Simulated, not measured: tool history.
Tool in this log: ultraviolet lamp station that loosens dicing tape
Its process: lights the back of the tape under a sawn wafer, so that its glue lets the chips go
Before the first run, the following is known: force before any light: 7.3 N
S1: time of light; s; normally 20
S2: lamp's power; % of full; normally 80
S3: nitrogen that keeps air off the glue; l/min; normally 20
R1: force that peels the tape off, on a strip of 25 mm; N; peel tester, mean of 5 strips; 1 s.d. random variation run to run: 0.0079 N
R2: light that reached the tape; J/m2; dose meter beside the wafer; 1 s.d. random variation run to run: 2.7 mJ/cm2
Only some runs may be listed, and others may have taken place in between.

{"run": 1, "hour": 0.0, "S1": 20, "S2": 80, "S3": 20, "R1": 0.442, "R2": 3160}
{"run": 2, "hour": 9.1, "S1": 20, "S2": 80, "S3": 20, "R1": 0.478, "R2": 3150}
{"run": 3, "hour": 17.4, "S1": 20, "S2": 80, "S3": 20, "R1": 0.453, "R2": 3110}
{"run": 4, "hour": 27.0, "S1": 20, "S2": 80, "S3": 13, "R1": 0.571, "R2": 3120}
{"run": 5, "hour": 36.2, "S1": 20, "S2": 80, "S3": 13, "R1": 0.563, "R2": 3090}
{"run": 6, "hour": 40.9, "S1": 20, "S2": 80, "S3": 13, "R1": 0.589, "R2": 3070}
{"run": 7, "hour": 50.5, "S1": 20, "S2": 80, "S3": 7, "R1": 0.781, "R2": 3090}
{"run": 8, "hour": 59.5, "S1": 20, "S2": 80, "S3": 7, "R1": 0.768, "R2": 3100}
{"run": 9, "hour": 65.4, "S1": 20, "S2": 80, "S3": 7, "R1": 0.793, "R2": 3070}
{"run": 10, "hour": 69.9, "S1": 20, "S2": 93, "S3": 20, "R1": 0.327, "R2": 3560}
{"run": 11, "hour": 76.8, "S1": 20, "S2": 69, "S3": 20, "R1": 0.661, "R2": 2640}
{"run": 12, "hour": 85.4, "S1": 20, "S2": 80, "S3": 35, "R1": 0.391, "R2": 3040}
{"run": 13, "hour": 91.1, "S1": 20, "S2": 80, "S3": 35, "R1": 0.379, "R2": 3090}
{"run": 14, "hour": 95.3, "S1": 20, "S2": 80, "S3": 14, "R1": 0.559, "R2": 3050}
{"hour": 96.2, "done": "window cleaned of glue's vapour"}
{"run": 15, "hour": 103.7, "S1": 20, "S2": 80, "S3": 14, "R1": 0.592, "R2": 2990}
{"run": 16, "hour": 109.2, "S1": 20, "S2": 80, "S3": 8, "R1": 0.825, "R2": 2990}
{"run": 17, "hour": 116.9, "S1": 20, "S2": 80, "S3": 8, "R1": 0.826, "R2": 2990}
{"run": 18, "hour": 121.5, "S1": 20, "S2": 80, "S3": 8, "R1": 0.822, "R2": 2890}
{"run": 19, "hour": 126.8, "S1": 20, "S2": 80, "S3": 15, "R1": 0.573, "R2": 2940}
{"run": 20, "hour": 132.6, "S1": 20, "S2": 80, "S3": 15, "R1": 0.59, "R2": 2880}
{"run": 21, "hour": 138.2, "S1": 20, "S2": 80, "S3": 20, "R1": 0.516, "R2": 2960}
{"run": 22, "hour": 142.2, "S1": 20, "S2": 73, "S3": 8, "R1": 1.007, "R2": 2720}
{"hour": 151.8, "done": "window cleaned of glue's vapour, once more"}
{"run": 23, "hour": 152.3, "S1": 20, "S2": 73, "S3": 8, "R1": 0.737, "R2": 3060}
{"run": 24, "hour": 157.9, "S1": 20, "S2": 73, "S3": 8, "R1": 0.723, "R2": 3060}
{"run": 25, "hour": 165.9, "S1": 20, "S2": 84, "S3": 14, "R1": 0.401, "R2": 3560}
{"run": 26, "hour": 175.1, "S1": 18, "S2": 97, "S3": 20, "R1": 0.299, "R2": 3620}
{"run": 27, "hour": 181.7, "S1": 19, "S2": 60, "S3": 36, "R1": 0.698, "R2": 2380}
{"run": 28, "hour": 187.0, "S1": 18, "S2": 75, "S3": 36, "R1": 0.464, "R2": 2800}
{"run": 29, "hour": 191.2, "S1": 20, "S2": 79, "S3": 11, "R1": 0.53, "R2": 3280}
{"run": 30, "hour": 195.8, "S1": 20, "S2": 79, "S3": 11, "R1": 0.551, "R2": 3300}
{"run": 31, "hour": 204.4, "S1": 34, "S2": 93, "S3": 17, "R1": 0.106, "R2": 6530}
{"run": 32, "hour": 211.5, "S1": 34, "S2": 73, "S3": 17, "R1": 0.138, "R2": 5140}
{"run": 33, "hour": 215.7, "S1": 38, "S2": 73, "S3": 23, "R1": 0.111, "R2": 5700}
{"run": 34, "hour": 220.8, "S1": 38, "S2": 73, "S3": 23, "R1": 0.106, "R2": 5710}
{"run": 35, "hour": 224.7, "S1": 20, "S2": 80, "S3": 22, "R1": 0.383, "R2": 3310}
{"run": 36, "hour": 228.8, "S1": 35, "S2": 80, "S3": 15, "R1": 0.125, "R2": 5690}
{"run": 37, "hour": 235.5, "S1": 20, "S2": 80, "S3": 8, "R1": 0.617, "R2": 3290}
{"run": 38, "hour": 241.2, "S1": 31, "S2": 77, "S3": 8, "R1": 0.239, "R2": 4900}
{"run": 39, "hour": 245.1, "S1": 15, "S2": 77, "S3": 7, "R1": 1.318, "R2": 2340}
{"run": 40, "hour": 253.1, "S1": 15, "S2": 77, "S3": 7, "R1": 1.274, "R2": 2400}
{"run": 41, "hour": 261.3, "S1": 15, "S2": 98, "S3": 18, "R1": 0.524, "R2": 3030}
{"run": 42, "hour": 265.8, "S1": 12, "S2": 67, "S3": 18, "R1": 1.697, "R2": 1610}

Same runs, no hidden state in the tool, same run-to-run variation:
Hidden state present: lamp's light, % of a new lamp's; light that the window lets through, % of a clean one's; drift of the gauge itself on peel_n, %; drift of the gauge itself on dose_mj_cm2, %.
run=1 R1=0.305 R2=3670
run=2 R1=0.330 R2=3670
run=3 R1=0.312 R2=3630
run=4 R1=0.390 R2=3660
run=5 R1=0.382 R2=3630
run=6 R1=0.400 R2=3620
run=7 R1=0.543 R2=3640
run=8 R1=0.532 R2=3670
run=9 R1=0.546 R2=3640
run=10 R1=0.213 R2=4230
run=11 R1=0.440 R2=3150
run=12 R1=0.253 R2=3630
run=13 R1=0.244 R2=3690
run=14 R1=0.361 R2=3650
run=15 R1=0.361 R2=3690
run=16 R1=0.519 R2=3680
run=17 R1=0.519 R2=3690
run=18 R1=0.514 R2=3590
run=19 R1=0.341 R2=3640
run=20 R1=0.350 R2=3590
run=21 R1=0.303 R2=3690
run=22 R1=0.635 R2=3380
run=23 R1=0.620 R2=3320
run=24 R1=0.604 R2=3320
run=25 R1=0.324 R2=3870
run=26 R1=0.240 R2=3950
run=27 R1=0.572 R2=2600
run=28 R1=0.372 R2=3070
run=29 R1=0.425 R2=3600
run=30 R1=0.443 R2=3630
run=31 R1=0.098 R2=7190
run=32 R1=0.114 R2=5670
run=33 R1=0.100 R2=6300
run=34 R1=0.094 R2=6320
run=35 R1=0.297 R2=3670
run=36 R1=0.107 R2=6320
run=37 R1=0.484 R2=3660
run=38 R1=0.185 R2=5460
run=39 R1=1.089 R2=2610
run=40 R1=1.048 R2=2680
run=41 R1=0.397 R2=3400
run=42 R1=1.422 R2=1810
